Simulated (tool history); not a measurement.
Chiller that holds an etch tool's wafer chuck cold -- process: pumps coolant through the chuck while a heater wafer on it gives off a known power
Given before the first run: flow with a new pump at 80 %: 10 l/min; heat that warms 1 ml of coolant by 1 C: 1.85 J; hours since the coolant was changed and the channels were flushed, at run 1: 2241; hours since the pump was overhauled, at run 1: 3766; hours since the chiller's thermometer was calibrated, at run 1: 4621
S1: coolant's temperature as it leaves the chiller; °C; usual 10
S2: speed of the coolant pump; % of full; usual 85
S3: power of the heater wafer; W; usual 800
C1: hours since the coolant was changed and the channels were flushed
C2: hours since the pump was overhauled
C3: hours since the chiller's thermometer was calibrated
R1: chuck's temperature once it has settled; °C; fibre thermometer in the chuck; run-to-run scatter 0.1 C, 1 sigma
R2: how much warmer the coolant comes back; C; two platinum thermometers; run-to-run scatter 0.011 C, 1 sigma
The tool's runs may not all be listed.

run,hour,S1,S2,S3,C1,C2,C3,R1,R2
1,0,10,85,800,2241,3766,4621,17,2.54
2,97.8,10,93,800,2339,3864,4719,16.4,2.29
3,274.2,10,62,800,2515,4040,4895,18.7,3.64
# hour 419: chiller's thermometer calibrated
4,474.2,10,62,800,2714,4239,55,17.6,3.64
5,585.2,10,85,918,2825,4350,166,16.7,2.93
6,674.8,10,85,918,2915,4440,256,16.9,2.94
7,857.2,10,85,918,3097,4622,438,17,2.93
8,1006.2,10,85,800,3246,4771,587,15.9,2.57
9,1108.4,10,85,800,3348,4873,689,16.2,2.56
10,1299.2,10,85,800,3539,5064,880,16.4,2.59
# hour 1410.6: coolant changed, channels flushed
11,1410.6,3,97,492,0,5170,986,6.2,1.35
12,1593.1,3,97,492,183,5352,1168,6.2,1.38
13,1744.7,14,64,405,334,5504,1320,17.7,1.79
14,1876.2,10,77,800,466,5635,1451,16.2,2.92
15,2047.8,10,67,800,637,5807,1623,17.1,3.4
# hour 2133.6: coolant pump overhauled
16,2150.7,10,67,800,735,17,1721,16.8,3.18
17,2322.8,10,67,800,907,189,1893,16.9,3.19
18,2438.7,10,67,800,1023,305,2009,16.9,3.18
19,2526.8,0,85,1058,1111,393,2097,7.6,3.21
20,2647.9,2,85,536,1232,514,2218,5.9,1.65

Below are 3 alternative next runs, each starting from the tool's condition after run 20. Predict each:
A,2825.9,7,90,557,1410,692,2396,?,?
B,2825.9,1,85,800,1410,692,2396,?,?
C,2825.9,12,64,993,1410,692,2396,?,?

run,R1,R2
A,11.1,1.58
B,7.2,2.43
C,21.1,4.16
Without the tool's unlogged condition, the same runs would have read:
run,R1,R2
A,10.4,1.57
B,6.4,2.42
C,20.1,4.14

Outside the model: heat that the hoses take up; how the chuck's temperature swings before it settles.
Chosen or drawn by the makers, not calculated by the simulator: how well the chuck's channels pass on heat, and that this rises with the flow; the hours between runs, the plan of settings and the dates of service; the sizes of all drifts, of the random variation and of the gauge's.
